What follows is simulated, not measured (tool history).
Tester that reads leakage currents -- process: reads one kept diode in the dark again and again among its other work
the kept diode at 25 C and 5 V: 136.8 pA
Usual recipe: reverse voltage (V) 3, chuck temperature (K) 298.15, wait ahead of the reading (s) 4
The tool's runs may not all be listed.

run    hour  reverse voltage (V)  chuck temperature (K)  wait ahead of the reading (s)  current that the tester gives (pA)
  1       0                    3                 298.15                              4                              103.29
  2      62                    3                 298.15                              4                              103.73
  3   125.5                    3                 298.15                              4                              102.82
  4   178.2                    3                 298.15                              4                              103.72
  5   237.3                 1.77                 298.15                              4                               77.24
  6   275.5                 1.34                 298.15                              4                               65.81
  7   336.2                 1.34                 298.15                              4                               66.36
  8   376.4                 1.34                 298.15                              4                               66.07
  9   404.9                 1.34                 298.15                              4                               66.17
 10   464.4                 1.34                 298.15                              4                               65.88
 11   507.4                    3                 298.15                              4                              103.54
 12   540.8                    3                 298.15                              4                              103.03
 13   570.2                    3                 298.15                              4                              103.22
 14   620.7                    3                 298.15                              4                              103.46
 15   667.4                    3                 298.15                              4                              103.25
 16     715                    3                 300.15                              4                              121.19
 17   745.3                    3                 298.15                              4                              103.06
 18   805.6                    3                 298.15                              4                              103.16
 19   870.4                    3                 298.15                              4                              103.36
 20   931.6                 6.38                 303.15                              4                              233.22
 21     980                 1.26                 307.15                              4                              129.46
 22  1021.9                 7.18                 312.15                              4                              495.16
 23  1081.1                 7.18                 312.15                              4                               494.9
 24  1114.4                 7.18                 312.15                              4                              495.46
 25  1167.8                13.36                 298.15                           1.58                              238.96
     1209.1  -- chuck's temperature calibrated
 26    1236                13.36                 298.15                           1.58                              238.54
 27  1288.8                13.36                 298.15                           1.58                              236.54
 28  1350.6                 14.5                 303.15                           1.58                              370.47
 29  1410.5                 7.97                 318.15                           0.81                              810.76
 30  1472.3                    3                 321.15                           8.88                              584.02
     1501.6  -- probe card cleaned and baked
 31  1504.7                    3                 321.15                           8.88                              585.55
 32    1538                 2.09                 295.15                           0.43                               67.07
 33  1582.3                12.25                 295.15                           0.88                              178.73
 34  1640.5                12.25                 295.15                           0.88                              178.01
 35  1693.6                12.25                 295.15                           0.88                              178.76
 36    1752                 1.13                 297.15                           3.72                               55.27
 37    1781                    3                 323.15                           1.43                               675.8

Hidden state or all else? Some run-to-run changes of current that the tester gives (pA), split into what the settings, what came in and random variation would give without the hidden state, and what is left for the hidden state (with any gauge scatter that isn't in both results):
Unlogged tool condition in this case: stray current of the dirty probe card, pA a volt; current scale over the true one, %; true chuck temperature over the reading, C; drift of the gauge itself on leakage_pa, %.
Run 24 -> 25: reverse voltage (V) 7.18 -> 13.36, chuck temperature (K) 312.15 -> 298.15, wait ahead of the reading (s) 4 -> 1.58. current that the tester gives (pA) -256.5: hidden state +0.68, all else -257.18.
Run 28 -> 29: reverse voltage (V) 14.5 -> 7.97, chuck temperature (K) 303.15 -> 318.15, wait ahead of the reading (s) 1.58 -> 0.81. current that the tester gives (pA) +440.29: hidden state -0.51, all else +440.8.
Run 31 -> 32: reverse voltage (V) 3 -> 2.09, chuck temperature (K) 321.15 -> 295.15, wait ahead of the reading (s) 8.88 -> 0.43. current that the tester gives (pA) -518.48: hidden state +0.27, all else -518.75.
Run 36 -> 37: reverse voltage (V) 1.13 -> 3, chuck temperature (K) 297.15 -> 323.15, wait ahead of the reading (s) 3.72 -> 1.43. current that the tester gives (pA) +620.53: hidden state -0.48, all else +621.01.

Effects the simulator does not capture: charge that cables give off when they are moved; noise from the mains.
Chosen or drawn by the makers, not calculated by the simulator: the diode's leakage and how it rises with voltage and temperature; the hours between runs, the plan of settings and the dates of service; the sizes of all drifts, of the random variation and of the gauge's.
